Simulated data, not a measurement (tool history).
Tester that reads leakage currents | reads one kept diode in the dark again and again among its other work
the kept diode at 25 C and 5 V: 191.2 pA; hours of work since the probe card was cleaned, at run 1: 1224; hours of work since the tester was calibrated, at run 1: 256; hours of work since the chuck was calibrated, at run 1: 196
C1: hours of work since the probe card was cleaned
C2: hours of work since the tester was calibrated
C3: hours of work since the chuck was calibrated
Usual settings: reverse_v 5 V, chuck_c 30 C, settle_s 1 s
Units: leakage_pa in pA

{"run": 1, "hour": 0.0, "reverse_v": 5, "chuck_c": 30, "settle_s": 1, "C1": 1224, "C2": 256, "C3": 196, "leakage_pa": 320.16}
{"run": 2, "hour": 24.3, "reverse_v": 5, "chuck_c": 21, "settle_s": 1, "C1": 1240, "C2": 272, "C3": 213, "leakage_pa": 141.75}
{"run": 3, "hour": 49.7, "reverse_v": 5, "chuck_c": 21, "settle_s": 1, "C1": 1257, "C2": 289, "C3": 230, "leakage_pa": 142.18}
{"run": 4, "hour": 74.2, "reverse_v": 5, "chuck_c": 30, "settle_s": 1, "C1": 1273, "C2": 305, "C3": 246, "leakage_pa": 326.76}
{"run": 5, "hour": 99.4, "reverse_v": 5, "chuck_c": 33, "settle_s": 1, "C1": 1290, "C2": 322, "C3": 263, "leakage_pa": 426.1}
{"run": 6, "hour": 121.7, "reverse_v": 5, "chuck_c": 33, "settle_s": 1, "C1": 1305, "C2": 337, "C3": 278, "leakage_pa": 428.85}
{"run": 7, "hour": 136.5, "reverse_v": 5, "chuck_c": 30, "settle_s": 1, "C1": 1315, "C2": 347, "C3": 287, "leakage_pa": 329.93}
{"run": 8, "hour": 162.7, "reverse_v": 5, "chuck_c": 30, "settle_s": 1, "C1": 1332, "C2": 364, "C3": 305, "leakage_pa": 330.24}
{"run": 9, "hour": 180.2, "reverse_v": 5, "chuck_c": 30, "settle_s": 1, "C1": 1344, "C2": 376, "C3": 316, "leakage_pa": 333.8}
{"run": 10, "hour": 209.3, "reverse_v": 5, "chuck_c": 30, "settle_s": 1, "C1": 1363, "C2": 395, "C3": 336, "leakage_pa": 334.26}
{"run": 11, "hour": 240.9, "reverse_v": 5, "chuck_c": 30, "settle_s": 1, "C1": 1384, "C2": 416, "C3": 357, "leakage_pa": 337.44}
{"run": 12, "hour": 258.7, "reverse_v": 5, "chuck_c": 30, "settle_s": 1, "C1": 1396, "C2": 428, "C3": 369, "leakage_pa": 337.44}
{"run": 13, "hour": 274.2, "reverse_v": 5, "chuck_c": 30, "settle_s": 0.74, "C1": 1406, "C2": 438, "C3": 379, "leakage_pa": 337.37}
{"run": 14, "hour": 287.8, "reverse_v": 9.65, "chuck_c": 30, "settle_s": 1, "C1": 1415, "C2": 447, "C3": 388, "leakage_pa": 495.66}
{"run": 15, "hour": 312.4, "reverse_v": 9.65, "chuck_c": 30, "settle_s": 1, "C1": 1432, "C2": 464, "C3": 404, "leakage_pa": 502.92}
{"run": 16, "hour": 329.6, "reverse_v": 9.65, "chuck_c": 30, "settle_s": 1, "C1": 1443, "C2": 475, "C3": 416, "leakage_pa": 503.53}
{"run": 17, "hour": 358.6, "reverse_v": 5, "chuck_c": 30, "settle_s": 1, "C1": 1462, "C2": 494, "C3": 435, "leakage_pa": 343.19}
{"run": 18, "hour": 385.5, "reverse_v": 5, "chuck_c": 30, "settle_s": 1, "C1": 1480, "C2": 512, "C3": 453, "leakage_pa": 345.84}
{"run": 19, "hour": 412.9, "reverse_v": 5, "chuck_c": 30, "settle_s": 1, "C1": 1499, "C2": 531, "C3": 471, "leakage_pa": 345.86}
{"run": 20, "hour": 443.8, "reverse_v": 5, "chuck_c": 30, "settle_s": 1, "C1": 1519, "C2": 551, "C3": 492, "leakage_pa": 346.26}
{"run": 21, "hour": 465.3, "reverse_v": 5, "chuck_c": 29, "settle_s": 1, "C1": 1533, "C2": 565, "C3": 506, "leakage_pa": 320.14}
{"run": 22, "hour": 486.9, "reverse_v": 2.46, "chuck_c": 35, "settle_s": 1, "C1": 1548, "C2": 580, "C3": 521, "leakage_pa": 359.31}
{"run": 23, "hour": 517.0, "reverse_v": 2.46, "chuck_c": 35, "settle_s": 1, "C1": 1568, "C2": 600, "C3": 541, "leakage_pa": 363.06}
{"run": 24, "hour": 540.3, "reverse_v": 12.81, "chuck_c": 23, "settle_s": 1, "C1": 1583, "C2": 615, "C3": 556, "leakage_pa": 328.97}
{"run": 25, "hour": 558.2, "reverse_v": 12.81, "chuck_c": 23, "settle_s": 1, "C1": 1595, "C2": 627, "C3": 568, "leakage_pa": 331.98}
{"run": 26, "hour": 581.9, "reverse_v": 12.81, "chuck_c": 23, "settle_s": 1, "C1": 1611, "C2": 643, "C3": 584, "leakage_pa": 332.52}
{"run": 27, "hour": 600.4, "reverse_v": 1.37, "chuck_c": 33, "settle_s": 0.79, "C1": 1623, "C2": 655, "C3": 596, "leakage_pa": 217.58}
{"run": 28, "hour": 618.6, "reverse_v": 1.37, "chuck_c": 33, "settle_s": 0.79, "C1": 1636, "C2": 667, "C3": 608, "leakage_pa": 220.03}
{"run": 29, "hour": 635.0, "reverse_v": 3.51, "chuck_c": 34, "settle_s": 1.29, "C1": 1646, "C2": 678, "C3": 619, "leakage_pa": 415.76}
{"run": 30, "hour": 650.1, "reverse_v": 1.06, "chuck_c": 34, "settle_s": 1, "C1": 1656, "C2": 688, "C3": 629, "leakage_pa": 207.93}
{"run": 31, "hour": 669.5, "reverse_v": 1.06, "chuck_c": 21, "settle_s": 1, "C1": 1669, "C2": 701, "C3": 642, "leakage_pa": 63.52}
{"run": 32, "hour": 700.4, "reverse_v": 1.06, "chuck_c": 21, "settle_s": 1, "C1": 1690, "C2": 722, "C3": 663, "leakage_pa": 64.46}
{"run": 33, "hour": 715.5, "reverse_v": 2.85, "chuck_c": 53, "settle_s": 0.58, "C1": 1700, "C2": 732, "C3": 673, "leakage_pa": 1797.46}
{"run": 34, "hour": 730.1, "reverse_v": 1.77, "chuck_c": 29, "settle_s": 1, "C1": 1710, "C2": 742, "C3": 683, "leakage_pa": 181.78}
{"run": 35, "hour": 748.2, "reverse_v": 5.21, "chuck_c": 36, "settle_s": 2.45, "C1": 1722, "C2": 754, "C3": 695, "leakage_pa": 638.34}
{"run": 36, "hour": 768.0, "reverse_v": 5.21, "chuck_c": 36, "settle_s": 2.45, "C1": 1735, "C2": 767, "C3": 708, "leakage_pa": 636.38}
{"hour": 798.4, "done": "chuck's temperature calibrated"}
{"run": 37, "hour": 798.5, "reverse_v": 5.21, "chuck_c": 36, "settle_s": 2.45, "C1": 1754, "C2": 786, "C3": 0, "leakage_pa": 535.63}

Measured less the same run without the tool's hidden state. The same run-to-run variation is in both; the gauge's scatter may not be:
The hidden state here: stray current of the dirty probe card, pA a volt; current scale over the true one, %; true chuck temperature over the reading, C; drift of the gauge itself on leakage_pa, %.
run=1 leakage_pa=+17.06
run=2 leakage_pa=+10.05
run=3 leakage_pa=+10.72
run=4 leakage_pa=+21.39
run=5 leakage_pa=+28.24
run=6 leakage_pa=+29.98
run=7 leakage_pa=+24.97
run=8 leakage_pa=+26.54
run=9 leakage_pa=+27.82
run=10 leakage_pa=+29.36
run=11 leakage_pa=+31.4
run=12 leakage_pa=+32.38
run=13 leakage_pa=+33.22
run=14 leakage_pa=+51.34
run=15 leakage_pa=+54.11
run=16 leakage_pa=+55.46
run=17 leakage_pa=+38.48
run=18 leakage_pa=+40.31
run=19 leakage_pa=+41.92
run=20 leakage_pa=+43.6
run=21 leakage_pa=+41.94
run=22 leakage_pa=+44.72
run=23 leakage_pa=+46.81
run=24 leakage_pa=+53.33
run=25 leakage_pa=+54.79
run=26 leakage_pa=+56.12
run=27 leakage_pa=+31.02
run=28 leakage_pa=+31.98
run=29 leakage_pa=+61.64
run=30 leakage_pa=+30.86
run=31 leakage_pa=+10.81
run=32 leakage_pa=+11.27
run=33 leakage_pa=+251.19
run=34 leakage_pa=+30.44
run=35 leakage_pa=+104.16
run=36 leakage_pa=+105.47
run=37 leakage_pa=+4.18
